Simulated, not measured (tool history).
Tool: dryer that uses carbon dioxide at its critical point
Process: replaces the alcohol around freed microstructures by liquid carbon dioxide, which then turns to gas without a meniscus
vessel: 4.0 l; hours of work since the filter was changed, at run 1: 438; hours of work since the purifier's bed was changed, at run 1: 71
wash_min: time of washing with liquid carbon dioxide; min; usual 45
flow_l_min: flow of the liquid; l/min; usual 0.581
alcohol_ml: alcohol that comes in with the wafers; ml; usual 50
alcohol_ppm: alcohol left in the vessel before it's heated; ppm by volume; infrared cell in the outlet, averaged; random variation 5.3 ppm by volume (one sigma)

run	day	wash_min	flow_l_min	alcohol_ml	hours of work since the filter was changed	hours of work since the purifier's bed was changed	alcohol_ppm
1	0	45	0.581	50	438	71	268
2	1.4	45	0.581	50	459	92	272
# day 2.312: inlet filter changed
3	3.104	45	0.581	50	12	118	175
4	4.508	45	0.581	50	33	139	188
5	5.975	45	0.581	50	56	161	197
6	7.3	45	0.581	50	76	181	221
7	8.333	45	0.581	50	92	197	224
8	9.708	56	0.581	50	113	218	134
9	10.704	45	0.865	50	128	233	115
10	12.154	45	0.865	50	150	255	118
11	13.292	45	0.865	50	167	273	120
12	14.8	45	0.581	50	190	296	287
13	16.008	45	0.581	50	208	314	302
14	17.317	45	0.581	50	228	334	300
15	18.762	52	0.581	50	250	356	233
16	20.146	52	0.581	50	271	377	236
17	21.346	45	0.581	50	290	395	338
18	22.925	45	0.581	35	314	419	307
19	23.971	45	0.581	35	330	435	307
20	25.042	45	0.581	35	346	451	332
21	26.188	45	0.581	35	363	469	324
22	27.65	45	0.581	35	386	491	349
23	28.546	45	0.581	35	399	505	353
24	29.458	36	0.684	39	413	519	427
25	31.242	36	0.684	39	440	546	434
26	32.929	50	0.423	82	466	571	1186
# day 33.583: inlet filter changed
27	34.042	50	0.423	82	7	588	777
28	35.467	30	0.41	26	29	609	1050
29	37.3	58	0.581	103	57	637	325
30	38.571	46	0.962	40	76	657	256
# day 39.067: purifier's bed changed
31	39.546	46	0.962	40	89	7	4
32	40.754	38	0.378	50	107	26	1206
33	42.542	45	0.536	49	134	53	238
34	43.642	58	0.581	49	151	70	74
35	44.7	58	0.581	49	167	86	78
36	46.042	45	0.783	50	188	106	80
37	47.771	49	0.438	29	214	132	290
38	48.971	64	0.419	108	232	151	443
39	50.442	72	0.683	70	255	173	65
40	51.912	57	0.737	34	277	196	83
41	53.7	57	0.737	34	304	223	104
42	55.25	45	0.508	40	328	246	390
43	56.446	56	0.731	39	346	264	118
44	57.821	56	0.731	39	367	285	131
45	58.704	50	0.581	31	380	299	210
46	60.217	45	0.384	94	403	322	1926

Forecast each of these 3 alternatives for the next run:
A	61.942	45	0.491	37	430	348	?
B	61.942	63	0.401	53	430	348	?
C	61.942	45	0.834	50	430	348	?

run	alcohol_ppm
A	493
B	463
C	179
Without the tool's hidden state the same runs would have given:
run	alcohol_ppm
A	207
B	176
C	22
